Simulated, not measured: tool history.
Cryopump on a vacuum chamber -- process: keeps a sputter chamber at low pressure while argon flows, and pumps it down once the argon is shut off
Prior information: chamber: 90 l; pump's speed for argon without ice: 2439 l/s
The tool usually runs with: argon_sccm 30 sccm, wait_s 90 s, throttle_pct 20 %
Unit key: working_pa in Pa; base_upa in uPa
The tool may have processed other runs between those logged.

{"run": 1, "hour": 0.0, "argon_sccm": 30, "wait_s": 90, "throttle_pct": 20, "working_pa": 0.1059, "base_upa": 1.17}
{"run": 2, "hour": 7.3, "argon_sccm": 30, "wait_s": 90, "throttle_pct": 20, "working_pa": 0.1063, "base_upa": 1.23}
{"run": 3, "hour": 21.5, "argon_sccm": 30, "wait_s": 26, "throttle_pct": 20, "working_pa": 0.1051, "base_upa": 1.66}
{"run": 4, "hour": 36.3, "argon_sccm": 20, "wait_s": 90, "throttle_pct": 20, "working_pa": 0.0708, "base_upa": 1.16}
{"run": 5, "hour": 47.7, "argon_sccm": 20, "wait_s": 90, "throttle_pct": 20, "working_pa": 0.0713, "base_upa": 1.17}
{"run": 6, "hour": 56.5, "argon_sccm": 20, "wait_s": 90, "throttle_pct": 20, "working_pa": 0.071, "base_upa": 1.19}
{"run": 7, "hour": 66.1, "argon_sccm": 30, "wait_s": 90, "throttle_pct": 20, "working_pa": 0.1056, "base_upa": 1.23}
{"run": 8, "hour": 74.4, "argon_sccm": 34, "wait_s": 90, "throttle_pct": 20, "working_pa": 0.1221, "base_upa": 1.22}
{"run": 9, "hour": 86.1, "argon_sccm": 30, "wait_s": 90, "throttle_pct": 23, "working_pa": 0.0928, "base_upa": 1.17}
{"run": 10, "hour": 101.3, "argon_sccm": 30, "wait_s": 90, "throttle_pct": 23, "working_pa": 0.0926, "base_upa": 1.21}
{"run": 11, "hour": 108.4, "argon_sccm": 30, "wait_s": 63, "throttle_pct": 25, "working_pa": 0.085, "base_upa": 1.28}
{"run": 12, "hour": 118.2, "argon_sccm": 30, "wait_s": 161, "throttle_pct": 16, "working_pa": 0.1321, "base_upa": 1.17}
{"run": 13, "hour": 125.4, "argon_sccm": 30, "wait_s": 22, "throttle_pct": 20, "working_pa": 0.107, "base_upa": 1.78}
{"run": 14, "hour": 134.8, "argon_sccm": 26, "wait_s": 23, "throttle_pct": 26, "working_pa": 0.0709, "base_upa": 1.74}
{"run": 15, "hour": 144.3, "argon_sccm": 27, "wait_s": 39, "throttle_pct": 26, "working_pa": 0.0744, "base_upa": 1.51}
{"run": 16, "hour": 154.3, "argon_sccm": 32, "wait_s": 243, "throttle_pct": 53, "working_pa": 0.0443, "base_upa": 1.11}
{"run": 17, "hour": 165.9, "argon_sccm": 30, "wait_s": 90, "throttle_pct": 17, "working_pa": 0.1255, "base_upa": 1.22}
{"run": 18, "hour": 177.5, "argon_sccm": 20, "wait_s": 90, "throttle_pct": 38, "working_pa": 0.0392, "base_upa": 1.23}
{"run": 19, "hour": 192.7, "argon_sccm": 18, "wait_s": 90, "throttle_pct": 20, "working_pa": 0.0641, "base_upa": 1.22}

Forecast each of these 3 alternatives for the next run:
{"run": "A", "hour": 208.1, "argon_sccm": 30, "wait_s": 90, "throttle_pct": 15, "working_pa": "?", "base_upa": "?"}
{"run": "B", "hour": 208.1, "argon_sccm": 29, "wait_s": 90, "throttle_pct": 59, "working_pa": "?", "base_upa": "?"}
{"run": "C", "hour": 208.1, "argon_sccm": 18, "wait_s": 108, "throttle_pct": 31, "working_pa": "?", "base_upa": "?"}

run=A working_pa=0.1416 base_upa=1.23
run=B working_pa=0.0370 base_upa=1.27
run=C working_pa=0.0424 base_upa=1.21
With the hidden condition removed and each run's random variation left untouched, the same runs would have given:
run=A working_pa=0.1385 base_upa=0.29
run=B working_pa=0.0340 base_upa=0.32
run=C working_pa=0.0405 base_upa=0.26
